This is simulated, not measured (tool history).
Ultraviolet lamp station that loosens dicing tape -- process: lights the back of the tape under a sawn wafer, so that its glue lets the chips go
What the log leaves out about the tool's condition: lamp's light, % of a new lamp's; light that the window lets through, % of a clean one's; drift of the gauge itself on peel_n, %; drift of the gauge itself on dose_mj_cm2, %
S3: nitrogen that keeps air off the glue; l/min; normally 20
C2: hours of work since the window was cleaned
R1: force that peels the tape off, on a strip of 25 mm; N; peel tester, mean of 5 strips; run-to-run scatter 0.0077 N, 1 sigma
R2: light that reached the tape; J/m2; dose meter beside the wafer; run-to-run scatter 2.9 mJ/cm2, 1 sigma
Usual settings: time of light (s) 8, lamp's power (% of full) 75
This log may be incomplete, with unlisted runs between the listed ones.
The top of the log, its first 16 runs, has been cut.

{"run": 17, "hour": 114.4, "time of light (s)": 6, "lamp's power (% of full)": 75, "S3": 20, "hours of work of the lamp": 85, "C2": 340, "R1": 0.543, "R2": 2940}
{"run": 18, "hour": 119.2, "time of light (s)": 8, "lamp's power (% of full)": 75, "S3": 20, "hours of work of the lamp": 88, "C2": 342, "R1": 0.324, "R2": 3960}
{"run": 19, "hour": 124.9, "time of light (s)": 8, "lamp's power (% of full)": 75, "S3": 20, "hours of work of the lamp": 91, "C2": 345, "R1": 0.327, "R2": 3880}
{"run": 20, "hour": 131.9, "time of light (s)": 13, "lamp's power (% of full)": 75, "S3": 20, "hours of work of the lamp": 94, "C2": 349, "R1": 0.157, "R2": 6380}
{"run": 21, "hour": 140.4, "time of light (s)": 8, "lamp's power (% of full)": 75, "S3": 9, "hours of work of the lamp": 98, "C2": 353, "R1": 0.608, "R2": 3930}
{"run": 22, "hour": 149.9, "time of light (s)": 8, "lamp's power (% of full)": 75, "S3": 9, "hours of work of the lamp": 103, "C2": 358, "R1": 0.621, "R2": 3900}
{"hour": 151.0, "done": "window cleaned of glue's vapour"}
{"run": 23, "hour": 157.5, "time of light (s)": 4, "lamp's power (% of full)": 89, "S3": 13, "hours of work of the lamp": 107, "C2": 3, "R1": 1.022, "R2": 2310}
{"run": 24, "hour": 165.9, "time of light (s)": 4, "lamp's power (% of full)": 89, "S3": 13, "hours of work of the lamp": 111, "C2": 8, "R1": 0.995, "R2": 2290}
{"hour": 174.3, "done": "window cleaned of glue's vapour, once more"}
{"run": 25, "hour": 174.3, "time of light (s)": 8, "lamp's power (% of full)": 75, "S3": 14, "hours of work of the lamp": 115, "C2": 0, "R1": 0.414, "R2": 4010}
{"run": 26, "hour": 178.6, "time of light (s)": 8, "lamp's power (% of full)": 75, "S3": 14, "hours of work of the lamp": 117, "C2": 2, "R1": 0.405, "R2": 3970}
{"run": 27, "hour": 183.4, "time of light (s)": 14, "lamp's power (% of full)": 75, "S3": 14, "hours of work of the lamp": 120, "C2": 5, "R1": 0.165, "R2": 7030}
{"run": 28, "hour": 190.8, "time of light (s)": 14, "lamp's power (% of full)": 76, "S3": 14, "hours of work of the lamp": 124, "C2": 8, "R1": 0.152, "R2": 7020}
{"run": 29, "hour": 195.9, "time of light (s)": 6, "lamp's power (% of full)": 75, "S3": 7, "hours of work of the lamp": 126, "C2": 11, "R1": 1.036, "R2": 3040}
{"run": 30, "hour": 202.5, "time of light (s)": 6, "lamp's power (% of full)": 65, "S3": 7, "hours of work of the lamp": 129, "C2": 14, "R1": 1.213, "R2": 2630}
{"run": 31, "hour": 209.9, "time of light (s)": 16, "lamp's power (% of full)": 68, "S3": 10, "hours of work of the lamp": 133, "C2": 18, "R1": 0.187, "R2": 7280}
{"run": 32, "hour": 214.7, "time of light (s)": 10, "lamp's power (% of full)": 68, "S3": 35, "hours of work of the lamp": 136, "C2": 21, "R1": 0.174, "R2": 4510}
{"run": 33, "hour": 221.8, "time of light (s)": 5, "lamp's power (% of full)": 66, "S3": 23, "hours of work of the lamp": 139, "C2": 24, "R1": 0.817, "R2": 2210}

Run 34 comes next. What will it give?
{"run": 34, "hour": 230.5, "time of light (s)": 8, "lamp's power (% of full)": 60, "S3": 9, "hours of work of the lamp": 144, "C2": 29, "R1": "?", "R2": "?"}

{"run 34": {"R1": 0.836, "R2": 3170}}
If the tool had no hidden condition, the same run with the same run-to-run variation would have returned R1 0.799 N, R2 3270 J/m2.
